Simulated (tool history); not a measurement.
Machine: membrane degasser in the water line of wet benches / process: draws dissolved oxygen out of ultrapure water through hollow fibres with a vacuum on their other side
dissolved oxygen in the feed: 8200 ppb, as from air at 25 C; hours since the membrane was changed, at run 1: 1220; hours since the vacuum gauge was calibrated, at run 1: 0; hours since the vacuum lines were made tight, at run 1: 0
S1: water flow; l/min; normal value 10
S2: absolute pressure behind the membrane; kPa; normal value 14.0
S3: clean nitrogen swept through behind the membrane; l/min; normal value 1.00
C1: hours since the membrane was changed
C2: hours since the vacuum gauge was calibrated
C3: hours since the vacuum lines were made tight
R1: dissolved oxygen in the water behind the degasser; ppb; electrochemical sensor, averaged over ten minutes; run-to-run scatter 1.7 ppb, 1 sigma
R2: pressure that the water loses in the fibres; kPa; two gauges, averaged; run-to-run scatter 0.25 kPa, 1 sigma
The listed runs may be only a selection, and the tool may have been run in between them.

run,hour,S1,S2,S3,C1,C2,C3,R1,R2
1,0.0,10,14.0,1.00,1220,0,0,259.6,65.94
2,232.5,10,22.8,1.00,1453,233,233,449.9,65.92
3,408.4,12,14.0,1.00,1628,408,408,318.9,78.87
4,535.8,10,14.0,1.00,1756,536,536,257.3,66.36
5,749.6,10,14.0,1.00,1970,750,750,258.7,66.00
6,908.2,10,14.0,1.00,2128,908,908,263.1,65.50
7,1090.5,10,14.0,1.00,2311,1090,1090,261.7,65.97
8,1303.3,10,14.0,0.69,2523,1303,1303,356.5,66.89
9,1562.5,10,14.0,0.69,2783,1562,1562,361.0,66.51
10,1781.2,10,14.0,0.69,3001,1781,1781,363.2,65.85
11,1994.6,10,14.0,0.53,3215,1995,1995,451.3,66.29
12,2179.8,10,14.0,0.53,3400,2180,2180,454.7,66.40
13,2398.2,10,14.0,0.53,3618,2398,2398,447.9,66.01
14,2668.3,10,14.0,0.53,3888,2668,2668,452.6,66.80
15,2924.3,10,18.9,1.00,4144,2924,2924,369.6,66.55
16,3160.7,10,18.9,1.00,4381,3161,3161,372.2,66.57
17,3413.7,10,14.0,1.00,4634,3414,3414,263.6,67.27
18,3574.8,10,23.0,1.00,4795,3575,3575,459.0,66.84
19,3754.1,10,23.0,1.00,4974,3754,3754,463.1,67.04

Run 20, settings as shown, results not yet in. Your forecast:
20,3877.9,10,23.0,1.00,5098,3878,3878,?,?

R1: 459.7 ppb
R2: 67.09 kPa
Take away the tool's hidden state, keep the run-to-run variation as it was, and the same run would have given R1 453.4 ppb, R2 65.62 kPa.
